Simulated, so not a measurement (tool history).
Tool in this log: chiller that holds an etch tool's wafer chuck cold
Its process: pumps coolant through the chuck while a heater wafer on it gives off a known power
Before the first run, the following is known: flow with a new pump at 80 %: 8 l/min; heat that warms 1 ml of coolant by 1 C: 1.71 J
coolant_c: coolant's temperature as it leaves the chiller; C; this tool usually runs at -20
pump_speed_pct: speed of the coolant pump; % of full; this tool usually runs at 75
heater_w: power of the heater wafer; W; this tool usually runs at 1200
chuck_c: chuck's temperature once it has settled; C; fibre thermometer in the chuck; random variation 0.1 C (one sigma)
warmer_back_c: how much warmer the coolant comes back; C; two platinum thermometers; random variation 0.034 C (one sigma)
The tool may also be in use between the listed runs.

run,hour,coolant_c,pump_speed_pct,heater_w,chuck_c,warmer_back_c
1,0.0,-20,75,1200,-8.2,5.96
2,90.6,-20,78,1200,-8.5,5.69
3,198.8,-20,78,1200,-8.6,5.74
4,316.3,-13,75,1200,-1.1,5.97
5,420.1,-20,91,1200,-10.3,4.81
6,501.3,-20,91,1200,-10.1,4.93
7,616.8,-20,91,1200,-10.2,4.87
8,724.7,-26,75,1200,-14.0,6.08
# hour 780.6: chiller's thermometer calibrated
9,792.2,-20,75,1200,-6.9,6.11
10,876.9,-20,75,1200,-6.9,6.08
11,956.4,-20,75,1200,-7.0,6.08
# hour 970.8: coolant pump overhauled
12,1045.7,-20,75,1200,-6.5,6.30
13,1132.0,-20,75,1200,-6.5,6.25
14,1238.7,-20,75,1200,-6.5,6.44
# hour 1273.8: coolant pump overhauled, once more
15,1314.4,-20,75,1200,-7.8,5.72
16,1435.7,-28,92,817,-21.2,3.10
17,1528.3,-17,68,659,-9.5,3.50
18,1581.9,-24,65,1241,-9.3,6.97
19,1675.4,-21,70,1362,-5.9,7.02
20,1733.1,-21,70,689,-13.4,3.57
21,1844.5,-17,75,1200,-4.6,5.76
22,1907.0,-17,75,1200,-4.5,5.84
23,2020.5,-17,75,1200,-4.6,5.76
24,2126.0,-20,82,1200,-8.6,5.31
25,2226.6,-20,82,1200,-8.7,5.28
26,2292.4,-20,86,1200,-9.2,5.02
27,2354.1,-26,71,919,-15.9,4.76
28,2416.4,-26,71,919,-15.8,4.74
29,2493.7,-26,71,919,-15.7,4.75

Forecast each of these 5 alternatives for the next run:
A,2601.6,-24,75,1200,?,?
B,2601.6,-20,60,1126,?,?
C,2601.6,-13,71,919,?,?
D,2601.6,-11,83,1595,?,?
E,2601.6,-26,68,919,?,?

run,chuck_c,warmer_back_c
A,-11.5,5.85
B,-5.2,7.09
C,-2.7,4.82
D,4.2,6.98
E,-15.6,4.99
Without the tool's unlogged condition, the same runs would have read:
run,chuck_c,warmer_back_c
A,-12.3,5.63
B,-6.2,6.83
C,-3.3,4.65
D,3.1,6.73
E,-16.3,4.80

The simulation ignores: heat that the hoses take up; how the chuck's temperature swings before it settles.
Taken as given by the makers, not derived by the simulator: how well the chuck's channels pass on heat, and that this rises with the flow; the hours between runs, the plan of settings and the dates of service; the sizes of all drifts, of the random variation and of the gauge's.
